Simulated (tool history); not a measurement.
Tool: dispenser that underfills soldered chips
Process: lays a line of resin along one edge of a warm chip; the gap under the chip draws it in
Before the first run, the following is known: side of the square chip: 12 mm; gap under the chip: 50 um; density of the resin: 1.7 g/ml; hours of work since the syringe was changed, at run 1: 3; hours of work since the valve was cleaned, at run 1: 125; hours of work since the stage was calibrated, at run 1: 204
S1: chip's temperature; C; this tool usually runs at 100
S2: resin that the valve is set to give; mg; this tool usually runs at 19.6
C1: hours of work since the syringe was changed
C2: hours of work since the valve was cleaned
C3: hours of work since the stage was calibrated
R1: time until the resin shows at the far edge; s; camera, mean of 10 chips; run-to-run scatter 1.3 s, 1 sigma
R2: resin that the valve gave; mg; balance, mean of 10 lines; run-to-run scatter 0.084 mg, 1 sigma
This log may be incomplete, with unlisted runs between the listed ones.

run   hour   S1    S2  C1   C2   C3     R1     R2
  1    0.0  100  19.6   3  125  204  172.8  17.95
  2    4.2  100  19.6   6  127  207  210.2  17.76
       6.2  -- new syringe of resin
  3   10.6  100  18.1   3  131  210  160.2  16.51
      18.7  -- new syringe of resin
  4   19.8  100  18.1   1  136  216  136.9  16.40
  5   24.1  100  19.6   3  139  218  168.6  17.73
      30.6  -- new syringe of resin
  6   30.6  100  19.6   0  143  222  130.2  17.53
  7   40.1  114  19.6   6  149  228  120.3  17.53
      42.4  -- dispensing valve cleaned and set on the balance
      43.8  -- new syringe of resin
  8   50.3  114  19.6   4    5  233   98.2  19.37
      56.2  -- new syringe of resin
  9   58.2  114  19.6   1    9  238   81.1  19.53
 10   67.4  103  18.2   7   15  243  193.3  17.93
      68.1  -- new syringe of resin
 11   73.7  103  21.3   3   18  247  147.9  20.90
      80.6  -- new syringe of resin
 12   81.1  103  21.3   0   23  251  114.5  21.02
 13   85.6  107  19.8   3   25  254  122.9  19.51
 14   92.1   97  23.0   7   29  258  247.8  22.46
      93.0  -- new syringe of resin
 15  100.2  106  21.8   4   34  263  139.9  21.34
     105.0  -- new syringe of resin
 16  108.5   90  18.9   2   39  267  225.0  18.31
 17  113.7   92  24.7   5   42  270  258.7  23.84

Branching from run 17: 4 alternative next runs. What would each branch give?
     117.2  -- new syringe of resin
  A  122.7  112  20.1   3  47  276   ?   ?
     117.2  -- new syringe of resin
  B  122.7   99  22.8   3  47  276   ?   ?
     117.2  -- new syringe of resin
  C  122.7  112  22.0   3  47  276   ?   ?
     117.2  -- new syringe of resin
  D  122.7  115  18.0   3  47  276   ?   ?

run     R1     R2
  A  103.2  19.36
  B  169.7  22.02
  C  103.5  21.18
  D   93.8  17.45
Had the tool no hidden state, the same runs would have come out as:
run     R1     R2
  A   82.6  20.05
  B  136.6  22.80
  C   83.1  21.93
  D   74.8  18.06

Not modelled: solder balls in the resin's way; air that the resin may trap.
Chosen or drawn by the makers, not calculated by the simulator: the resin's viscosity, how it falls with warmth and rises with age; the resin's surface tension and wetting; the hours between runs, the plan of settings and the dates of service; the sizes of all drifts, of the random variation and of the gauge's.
